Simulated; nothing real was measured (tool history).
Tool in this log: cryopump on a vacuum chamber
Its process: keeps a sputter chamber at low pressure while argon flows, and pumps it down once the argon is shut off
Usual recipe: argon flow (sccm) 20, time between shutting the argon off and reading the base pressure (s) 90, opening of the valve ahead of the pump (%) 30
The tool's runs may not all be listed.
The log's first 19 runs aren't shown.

| run | hour | argon flow (sccm) | time between shutting the argon off and reading the base pressure (s) | opening of the valve ahead of the pump (%) | pressure while argon flows (Pa) | pressure after the wait (uPa) |
|---|---|---|---|---|---|---|
| 20 | 353.4 | 32 | 142 | 52 | 0.0642 | 1.38 |
| 21 | 376.4 | 32 | 142 | 52 | 0.064 | 1.49 |
| 22 | 400.9 | 33 | 69 | 17 | 0.1848 | 1.74 |
| 23 | 411 | 18 | 81 | 30 | 0.0595 | 1.72 |
| 24 | 433 | 18 | 81 | 30 | 0.0584 | 1.66 |
| 25 | 454.9 | 20 | 51 | 46 | 0.0456 | 1.86 |
| 26 | 472.3 | 20 | 51 | 46 | 0.0457 | 1.92 |
| 27 | 488.7 | 20 | 39 | 27 | 0.0729 | 2.13 |
| 28 | 504.1 | 20 | 39 | 27 | 0.0735 | 2.11 |
| 29 | 524.6 | 20 | 192 | 20 | 0.0967 | 1.52 |
| 30 | 544.8 | 9 | 155 | 51 | 0.0189 | 1.61 |
| 31 | 555.2 | 38 | 120 | 22 | 0.1673 | 1.62 |
| 32 | 573 | 20 | 26 | 30 | 0.0676 | 2.5 |
| 33 | 589 | 20 | 26 | 30 | 0.0663 | 2.49 |
| 34 | 602.6 | 20 | 26 | 30 | 0.0674 | 2.52 |

Here are 3 independent what-if runs from the current tool condition. What would each one return?
| A | 623.8 | 20 | 26 | 32 | ? | ? |
| B | 623.8 | 13 | 92 | 28 | ? | ? |
| C | 623.8 | 20 | 153 | 30 | ? | ? |

| run | pressure while argon flows (Pa) | pressure after the wait (uPa) |
|---|---|---|
| A | 0.0635 | 2.56 |
| B | 0.0468 | 1.75 |
| C | 0.0683 | 1.64 |
Without the tool's unlogged condition, the same runs would have read:
| run | pressure while argon flows (Pa) | pressure after the wait (uPa) |
|---|---|---|
| A | 0.0552 | 1.26 |
| B | 0.0414 | 0.47 |
| C | 0.0599 | 0.35 |

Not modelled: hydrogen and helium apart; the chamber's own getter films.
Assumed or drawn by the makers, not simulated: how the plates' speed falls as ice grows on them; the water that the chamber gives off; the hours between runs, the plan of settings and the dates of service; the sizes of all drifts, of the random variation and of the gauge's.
